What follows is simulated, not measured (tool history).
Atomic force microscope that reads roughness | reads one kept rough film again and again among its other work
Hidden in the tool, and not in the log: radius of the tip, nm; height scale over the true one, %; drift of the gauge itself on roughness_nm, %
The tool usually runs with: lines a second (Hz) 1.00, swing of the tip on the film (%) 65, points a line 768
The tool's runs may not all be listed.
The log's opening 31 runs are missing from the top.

run	day	lines a second (Hz)	swing of the tip on the film (%)	points a line	pictures with this tip	hours of work since the height scale was calibrated	roughness of the kept film (nm (root mean square))
32	26.850	0.54	73	651	97	356	1.509
33	27.392	0.54	73	651	113	362	1.470
34	28.400	0.54	73	651	143	373	1.434
35	29.246	0.54	73	651	167	382	1.402
36	29.933	1.10	61	768	188	389	1.361
37	30.579	1.00	57	442	207	396	1.349
38	31.221	1.00	89	442	226	403	1.217
39	31.929	0.69	90	984	247	411	1.235
40	32.550	0.69	90	984	265	417	1.207
41	33.242	1.37	66	410	285	425	1.214
42	34.112	1.37	66	410	311	434	1.192
43	35.058	1.12	66	410	339	444	1.173
44	35.904	1.96	69	992	364	453	1.121
# day 36.417: new tip fitted
45	36.754	1.00	65	558	10	462	1.636
46	37.592	1.00	64	768	35	471	1.614
47	38.433	2.77	62	803	60	480	1.510
48	39.067	2.77	62	803	78	487	1.492
49	39.642	3.53	84	803	95	493	1.211
50	40.796	1.30	87	651	129	506	1.328
51	41.608	1.00	65	653	153	514	1.413
52	42.571	1.00	65	653	182	525	1.377
53	43.138	1.00	65	653	198	531	1.350

Consider 4 possible next runs. They are alternatives, not a sequence: every one starts from the tool as it was left by run 53. What does each give?
A	44.317	2.26	67	914	233	544	?
B	44.317	1.36	74	312	233	544	?
C	44.317	0.74	68	693	233	544	?
D	44.317	1.60	71	512	233	544	?

run	roughness of the kept film (nm (root mean square))
A	1.259
B	1.237
C	1.314
D	1.257
What these runs would have given with no unlogged condition in the tool:
run	roughness of the kept film (nm (root mean square))
A	1.616
B	1.588
C	1.687
D	1.615
